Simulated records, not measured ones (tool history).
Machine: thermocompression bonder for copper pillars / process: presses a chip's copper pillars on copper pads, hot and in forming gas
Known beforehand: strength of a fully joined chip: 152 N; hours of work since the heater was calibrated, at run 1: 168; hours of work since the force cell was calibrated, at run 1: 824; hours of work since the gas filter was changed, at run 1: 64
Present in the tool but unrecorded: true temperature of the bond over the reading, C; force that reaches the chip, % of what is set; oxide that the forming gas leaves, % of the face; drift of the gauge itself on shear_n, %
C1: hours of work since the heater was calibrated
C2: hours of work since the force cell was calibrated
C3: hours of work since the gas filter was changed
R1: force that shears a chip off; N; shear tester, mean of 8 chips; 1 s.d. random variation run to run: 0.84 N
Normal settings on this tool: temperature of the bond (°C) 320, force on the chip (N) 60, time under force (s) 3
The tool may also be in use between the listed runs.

{"run": 1, "hour": 0.0, "temperature of the bond (°C)": 320, "force on the chip (N)": 60, "time under force (s)": 3, "C1": 168, "C2": 824, "C3": 64, "R1": 66.0}
{"run": 2, "hour": 11.9, "temperature of the bond (°C)": 320, "force on the chip (N)": 60, "time under force (s)": 3, "C1": 175, "C2": 830, "C3": 71, "R1": 66.9}
{"run": 3, "hour": 35.7, "temperature of the bond (°C)": 320, "force on the chip (N)": 51, "time under force (s)": 3, "C1": 188, "C2": 844, "C3": 84, "R1": 61.3}
{"run": 4, "hour": 46.0, "temperature of the bond (°C)": 320, "force on the chip (N)": 51, "time under force (s)": 3, "C1": 194, "C2": 850, "C3": 90, "R1": 60.5}
{"run": 5, "hour": 62.2, "temperature of the bond (°C)": 320, "force on the chip (N)": 51, "time under force (s)": 3, "C1": 203, "C2": 859, "C3": 100, "R1": 61.2}
{"run": 6, "hour": 77.2, "temperature of the bond (°C)": 320, "force on the chip (N)": 51, "time under force (s)": 3, "C1": 212, "C2": 867, "C3": 108, "R1": 59.8}
{"run": 7, "hour": 87.8, "temperature of the bond (°C)": 320, "force on the chip (N)": 51, "time under force (s)": 3, "C1": 218, "C2": 873, "C3": 114, "R1": 61.2}
{"hour": 91.4, "done": "forming gas filter changed"}
{"run": 8, "hour": 112.2, "temperature of the bond (°C)": 328, "force on the chip (N)": 51, "time under force (s)": 3, "C1": 232, "C2": 887, "C3": 12, "R1": 67.6}
{"run": 9, "hour": 127.0, "temperature of the bond (°C)": 316, "force on the chip (N)": 60, "time under force (s)": 2, "C1": 240, "C2": 896, "C3": 20, "R1": 57.2}

For run 10, what comes out?
{"hour": 135.8, "done": "force cell calibrated"}
{"run": 10, "hour": 144.6, "temperature of the bond (°C)": 290, "force on the chip (N)": 36, "time under force (s)": 2, "C1": 249, "C2": 5, "C3": 29, "R1": "?"}

Run 10 measured R1 34.0 N.
Minus the tool's unlogged condition, the same run would have read R1 33.5 N.
